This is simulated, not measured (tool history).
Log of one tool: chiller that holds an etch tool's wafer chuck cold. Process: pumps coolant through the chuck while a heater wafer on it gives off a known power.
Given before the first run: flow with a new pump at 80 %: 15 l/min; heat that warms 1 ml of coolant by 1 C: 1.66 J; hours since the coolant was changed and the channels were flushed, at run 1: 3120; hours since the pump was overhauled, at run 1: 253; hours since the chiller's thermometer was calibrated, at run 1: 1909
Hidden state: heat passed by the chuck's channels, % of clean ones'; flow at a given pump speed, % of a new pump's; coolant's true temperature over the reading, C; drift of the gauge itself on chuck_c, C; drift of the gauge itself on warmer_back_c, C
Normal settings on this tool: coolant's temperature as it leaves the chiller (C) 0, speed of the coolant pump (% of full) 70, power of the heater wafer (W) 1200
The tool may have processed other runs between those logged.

run,day,coolant's temperature as it leaves the chiller (C),speed of the coolant pump (% of full),power of the heater wafer (W),hours since the coolant was changed and the channels were flushed,hours since the pump was overhauled,hours since the chiller's thermometer was calibrated,chuck's temperature once it has settled (C),how much warmer the coolant comes back (C)
1,0.000,0,70,1200,3120,253,1909,9.8,3.32
2,2.321,0,70,1200,3176,308,1965,9.7,3.31
3,4.888,-1,70,1200,3237,370,2026,8.6,3.35
4,7.717,-1,70,1200,3305,438,2094,8.7,3.26
5,9.421,0,70,1200,3346,479,2135,9.8,3.29
6,10.908,0,70,1200,3382,515,2171,9.6,3.26
7,13.712,0,73,1200,3449,582,2238,9.5,3.16
8,16.179,0,100,1200,3508,641,2297,7.9,2.25
9,17.696,0,70,1200,3545,677,2334,9.7,3.26
10,19.796,0,70,1200,3595,728,2384,9.7,3.24
11,22.112,0,70,1171,3651,783,2440,9.6,3.15
12,25.525,0,70,1171,3733,865,2522,9.5,3.18
13,28.138,0,70,1171,3795,928,2585,9.6,3.18
14,31.558,0,70,1171,3877,1010,2667,9.5,3.14
15,33.308,0,70,1171,3919,1052,2709,9.6,3.15
16,35.458,9,70,1183,3971,1104,2760,18.6,3.21
17,38.371,-6,77,1200,4041,1174,2830,3.3,2.90
18,40.971,-5,92,605,4103,1236,2893,-0.8,1.12
19,42.529,10,79,1169,4141,1273,2930,18.7,2.72
20,45.654,0,64,805,4216,1348,3005,6.8,2.32
21,47.933,10,77,1200,4270,1403,3060,19.3,2.88
22,50.021,-9,91,1660,4321,1453,3110,2.5,3.39
23,53.179,-9,99,1012,4396,1529,3185,-2.1,1.81
24,54.704,1,88,1006,4433,1566,3222,8.2,2.06
25,57.154,1,88,1006,4492,1624,3281,8.1,2.06
26,60.112,-2,70,1200,4563,1695,3352,7.8,3.17
27,63.529,-2,70,1200,4645,1777,3434,7.6,3.13
28,65.429,-2,75,1792,4690,1823,3479,12.2,4.43

Each row is a separate what-if for the run after 28, all from the same tool condition, not one after another. Results?
A,68.471,1,70,1200,4763,1896,3553,?,?
B,68.471,0,69,1200,4763,1896,3553,?,?
C,68.471,-2,96,1228,4763,1896,3553,?,?
D,68.471,-2,75,878,4763,1896,3553,?,?
E,68.471,-2,73,1792,4763,1896,3553,?,?

run,chuck's temperature once it has settled (C),how much warmer the coolant comes back (C)
A,10.8,3.14
B,9.8,3.22
C,6.3,2.31
D,4.9,2.10
E,12.1,4.55
Take away the tool's hidden state, keep each run's random variation, and the runs would have read:
run,chuck's temperature once it has settled (C),how much warmer the coolant comes back (C)
A,10.8,3.32
B,9.7,3.40
C,6.2,2.49
D,4.9,2.27
E,12.1,4.72
